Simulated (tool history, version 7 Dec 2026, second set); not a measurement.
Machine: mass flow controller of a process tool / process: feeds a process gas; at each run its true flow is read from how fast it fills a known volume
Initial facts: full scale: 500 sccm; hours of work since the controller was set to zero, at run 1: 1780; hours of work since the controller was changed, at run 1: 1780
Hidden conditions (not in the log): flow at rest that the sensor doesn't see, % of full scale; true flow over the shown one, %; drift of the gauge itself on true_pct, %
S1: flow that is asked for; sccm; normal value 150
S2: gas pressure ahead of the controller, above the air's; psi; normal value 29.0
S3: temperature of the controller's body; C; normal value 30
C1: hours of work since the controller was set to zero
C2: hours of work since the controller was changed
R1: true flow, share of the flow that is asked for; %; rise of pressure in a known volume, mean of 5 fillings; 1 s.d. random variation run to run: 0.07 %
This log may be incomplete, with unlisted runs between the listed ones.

| run | hour | S1 | S2 | S3 | C1 | C2 | R1 |
|---|---|---|---|---|---|---|---|
| 1 | 0.0 | 150 | 29.0 | 30 | 1780 | 1780 | 97.58 |
| 2 | 121.7 | 150 | 31.8 | 30 | 1832 | 1832 | 97.64 |
| 3 | 257.1 | 150 | 31.8 | 30 | 1891 | 1891 | 97.68 |
| 4 | 333.3 | 150 | 29.0 | 31 | 1924 | 1924 | 97.61 |
| 5 | 467.1 | 150 | 29.0 | 31 | 1982 | 1982 | 97.55 |
| 6 | 607.5 | 150 | 29.0 | 30 | 2043 | 2043 | 97.78 |
| 7 | 707.2 | 150 | 29.0 | 30 | 2086 | 2086 | 97.63 |
| 8 | 818.5 | 150 | 29.0 | 30 | 2135 | 2135 | 97.64 |
| 9 | 952.2 | 150 | 29.0 | 30 | 2193 | 2193 | 97.63 |
| 10 | 1088.9 | 150 | 29.0 | 30 | 2252 | 2252 | 97.73 |
| 11 | 1154.1 | 150 | 32.2 | 38 | 2280 | 2280 | 97.21 |
| 12 | 1273.7 | 150 | 32.2 | 38 | 2332 | 2332 | 97.43 |
| 13 | 1393.5 | 315 | 32.2 | 38 | 2384 | 2384 | 98.41 |
| 14 | 1485.9 | 315 | 32.2 | 38 | 2424 | 2424 | 98.48 |
| 15 | 1610.3 | 249 | 22.9 | 28 | 2478 | 2478 | 98.25 |
| 16 | 1745.4 | 88 | 29.0 | 23 | 2537 | 2537 | 97.60 |
| 17 | 1860.3 | 393 | 33.1 | 30 | 2586 | 2586 | 99.21 |
| 18 | 1935.0 | 76 | 29.0 | 23 | 2619 | 2619 | 97.52 |
| 19 | 2067.1 | 76 | 29.0 | 23 | 2676 | 2676 | 97.47 |

Below are 3 alternative next runs, each starting from the tool's condition after run 19. Predict each:
| A | 2219.1 | 286 | 29.0 | 24 | 2742 | 2742 | ? |
| B | 2219.1 | 116 | 37.9 | 25 | 2742 | 2742 | ? |
| C | 2219.1 | 124 | 35.2 | 26 | 2742 | 2742 | ? |

| run | R1 |
|---|---|
| A | 98.68 |
| B | 97.91 |
| C | 97.75 |
What these runs would have given with no unlogged condition in the tool:
| run | R1 |
|---|---|
| A | 98.67 |
| B | 97.90 |
| C | 97.73 |
